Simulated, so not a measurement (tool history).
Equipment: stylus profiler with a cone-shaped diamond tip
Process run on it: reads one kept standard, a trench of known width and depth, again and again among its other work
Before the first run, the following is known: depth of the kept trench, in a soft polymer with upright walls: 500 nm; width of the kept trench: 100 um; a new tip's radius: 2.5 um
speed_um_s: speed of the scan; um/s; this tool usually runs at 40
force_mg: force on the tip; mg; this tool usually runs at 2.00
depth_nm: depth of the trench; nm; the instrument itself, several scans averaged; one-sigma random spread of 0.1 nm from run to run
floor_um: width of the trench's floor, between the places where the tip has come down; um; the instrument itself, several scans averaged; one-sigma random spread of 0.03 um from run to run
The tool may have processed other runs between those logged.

run    hour  speed_um_s  force_mg  depth_nm  floor_um
  1     0.0          40      2.00    506.00     96.34
  2    87.4          15      2.00    505.84     96.44
  3   216.6          15      1.85    505.64     96.42
  4   306.3         144      2.00    505.84     95.79
  5   405.2          21      2.00    505.71     96.42
  6   521.9          21      2.00    505.61     96.37
      535.4  -- height scale calibrated on a step standard
  7   612.6         143      2.00    505.11     95.78
  8   698.3          40      1.88    504.87     96.24
  9   763.2          33      2.97    507.30     96.32
 10   890.0          12      2.99    507.07     96.40
 11  1008.1          12      2.99    506.93     96.42
 12  1131.2          30      4.19    509.03     96.29
 13  1248.6          18      4.19    508.91     96.39
     1314.3  -- height scale calibrated on a step standard, once more
 14  1336.3          15      1.13    504.61     96.28
 15  1465.6          92      5.00    511.86     96.04

What if the next run were any one of these 5? Each begins from the tool's condition after run 15:
  A  1599.0          57      1.17         ?         ?
  B  1599.0          92      2.98         ?         ?
  C  1599.0          92      2.78         ?         ?
  D  1599.0          82      1.12         ?         ?
  E  1599.0          57      2.00         ?         ?

run  depth_nm  floor_um
  A    504.33     96.10
  B    508.63     96.02
  C    508.13     95.99
  D    504.10     95.81
  E    506.56     96.12
Without the tool's unlogged condition, the same runs would have read:
run  depth_nm  floor_um
  A    504.51     96.70
  B    508.81     96.62
  C    508.31     96.60
  D    504.28     96.41
  E    506.74     96.72
